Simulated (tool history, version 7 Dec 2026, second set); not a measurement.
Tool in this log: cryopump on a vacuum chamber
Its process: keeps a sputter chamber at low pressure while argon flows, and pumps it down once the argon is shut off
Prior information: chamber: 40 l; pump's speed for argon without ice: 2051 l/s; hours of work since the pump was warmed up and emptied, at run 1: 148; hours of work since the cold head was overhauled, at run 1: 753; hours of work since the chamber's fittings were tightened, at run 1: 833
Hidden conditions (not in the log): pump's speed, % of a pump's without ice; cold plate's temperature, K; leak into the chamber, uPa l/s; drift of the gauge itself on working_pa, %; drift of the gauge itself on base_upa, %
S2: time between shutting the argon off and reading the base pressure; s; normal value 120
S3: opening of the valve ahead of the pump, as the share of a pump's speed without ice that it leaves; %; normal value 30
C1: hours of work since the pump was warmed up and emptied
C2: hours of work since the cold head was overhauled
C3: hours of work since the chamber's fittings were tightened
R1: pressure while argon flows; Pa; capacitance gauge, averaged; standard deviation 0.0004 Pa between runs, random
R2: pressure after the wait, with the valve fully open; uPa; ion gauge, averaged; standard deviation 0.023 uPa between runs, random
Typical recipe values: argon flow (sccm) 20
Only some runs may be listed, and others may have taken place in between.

run 1 hour=0 | argon_flow_(sccm)=20 S2=120 S3=30 | C1=148 C2=753 C3=833 | R1=0.056 R2=1.68
run 2 hour=27.5 | argon_flow_(sccm)=20 S2=120 S3=44 | C1=166 C2=771 C3=851 | R1=0.0389 R2=1.68
run 3 hour=54.1 | argon_flow_(sccm)=20 S2=120 S3=44 | C1=184 C2=789 C3=869 | R1=0.0386 R2=1.74
run 4 hour=94.1 | argon_flow_(sccm)=20 S2=120 S3=44 | C1=210 C2=815 C3=895 | R1=0.0379 R2=1.69
run 5 hour=132.9 | argon_flow_(sccm)=20 S2=41 S3=30 | C1=236 C2=841 C3=921 | R1=0.056 R2=2.84
run 6 hour=155.2 | argon_flow_(sccm)=20 S2=120 S3=29 | C1=251 C2=856 C3=936 | R1=0.0583 R2=1.87
run 7 hour=186.5 | argon_flow_(sccm)=20 S2=120 S3=30 | C1=272 C2=877 C3=956 | R1=0.0553 R2=1.86
run 8 hour=227.8 | argon_flow_(sccm)=20 S2=120 S3=30 | C1=299 C2=904 C3=984 | R1=0.0569 R2=1.84
run 9 hour=249.4 | argon_flow_(sccm)=20 S2=120 S3=30 | C1=313 C2=918 C3=998 | R1=0.0565 R2=1.86
run 10 hour=281.3 | argon_flow_(sccm)=20 S2=120 S3=46 | C1=334 C2=939 C3=1019 | R1=0.0369 R2=1.92
run 11 hour=319.7 | argon_flow_(sccm)=20 S2=120 S3=46 | C1=360 C2=965 C3=1045 | R1=0.0377 R2=1.98
run 12 hour=347.5 | argon_flow_(sccm)=20 S2=120 S3=46 | C1=378 C2=983 C3=1063 | R1=0.0374 R2=2.05
run 13 hour=371.9 | argon_flow_(sccm)=32 S2=120 S3=30 | C1=394 C2=999 C3=1079 | R1=0.0904 R2=2.1
run 14 hour=399 | argon_flow_(sccm)=10 S2=120 S3=30 | C1=412 C2=1017 C3=1097 | R1=0.0288 R2=2.05
run 15 hour=417.5 | argon_flow_(sccm)=10 S2=120 S3=30 | C1=424 C2=1029 C3=1109 | R1=0.0286 R2=2.09
run 16 hour=453.4 | argon_flow_(sccm)=10 S2=120 S3=30 | C1=448 C2=1053 C3=1133 | R1=0.0289 R2=2.11
run 17 hour=496.9 | argon_flow_(sccm)=10 S2=120 S3=30 | C1=477 C2=1082 C3=1162 | R1=0.0285 R2=2.15
run 18 hour=539.8 | argon_flow_(sccm)=10 S2=120 S3=30 | C1=505 C2=1110 C3=1190 | R1=0.0288 R2=2.22
run 19 hour=562.6 | argon_flow_(sccm)=10 S2=120 S3=30 | C1=520 C2=1125 C3=1205 | R1=0.0283 R2=2.27
run 20 hour=597.4 | argon_flow_(sccm)=10 S2=120 S3=30 | C1=543 C2=1149 C3=1228 | R1=0.0294 R2=2.22
run 21 hour=629.1 | argon_flow_(sccm)=9 S2=81 S3=38 | C1=564 C2=1170 C3=1249 | R1=0.021 R2=2.66
run 22 hour=653.4 | argon_flow_(sccm)=9 S2=81 S3=38 | C1=581 C2=1186 C3=1265 | R1=0.0208 R2=2.62
run 23 hour=680.3 | argon_flow_(sccm)=9 S2=81 S3=38 | C1=598 C2=1203 C3=1283 | R1=0.021 R2=2.62
-- hour=698 pump warmed up, emptied and cooled again
run 24 hour=720.2 | argon_flow_(sccm)=9 S2=81 S3=38 | C1=15 C2=1226 C3=1306 | R1=0.0205 R2=2.41
run 25 hour=749.3 | argon_flow_(sccm)=33 S2=29 S3=28 | C1=34 C2=1246 C3=1326 | R1=0.0969 R2=3.92
run 26 hour=769.4 | argon_flow_(sccm)=13 S2=299 S3=17 | C1=47 C2=1259 C3=1339 | R1=0.0633 R2=1.81
run 27 hour=808.1 | argon_flow_(sccm)=8 S2=23 S3=29 | C1=73 C2=1285 C3=1365 | R1=0.0232 R2=4.52
run 28 hour=841.1 | argon_flow_(sccm)=8 S2=23 S3=29 | C1=95 C2=1307 C3=1386 | R1=0.0227 R2=4.64
run 29 hour=879.8 | argon_flow_(sccm)=19 S2=234 S3=56 | C1=120 C2=1332 C3=1412 | R1=0.0289 R2=2.06
-- hour=889.9 leaking fittings of the chamber tightened, without venting
run 30 hour=925 | argon_flow_(sccm)=28 S2=234 S3=17 | C1=149 C2=1361 C3=23 | R1=0.1363 R2=0.46
run 31 hour=945.7 | argon_flow_(sccm)=28 S2=234 S3=17 | C1=163 C2=1374 C3=37 | R1=0.1374 R2=0.48
run 32 hour=978.4 | argon_flow_(sccm)=28 S2=38 S3=23 | C1=184 C2=1396 C3=59 | R1=0.1017 R2=1.98
run 33 hour=1017 | argon_flow_(sccm)=20 S2=131 S3=30 | C1=210 C2=1422 C3=84 | R1=0.0564 R2=0.76

How would selected steps in R1 from run to run divide? Give the signed amount a tool lacking its hidden state would still show from settings, what came in and random variation, and the signed amount left for the hidden state, including any gauge scatter that is not in both of the compared results.
Run 12 -> 13: argon flow (sccm) 20 -> 32, S3 46 -> 30. R1 +0.053 Pa: hidden state +0.0012, all else +0.0518.
Run 13 -> 14: argon flow (sccm) 32 -> 10. R1 -0.0616 Pa: hidden state -0.002, all else -0.0596.
Run 23 -> 24: pump warmed up, emptied and cooled again. R1 -0.0005 Pa: hidden state -0.0012, all else +0.0007.
Run 24 -> 25: argon flow (sccm) 9 -> 33, S2 81 -> 29, S3 38 -> 28. R1 +0.0764 Pa: hidden state +0.0005, all else +0.0759.
Run 29 -> 30: argon flow (sccm) 19 -> 28, S3 56 -> 17, leaking fittings of the chamber tightened, without venting. R1 +0.1074 Pa: hidden state +0.0006, all else +0.1068.
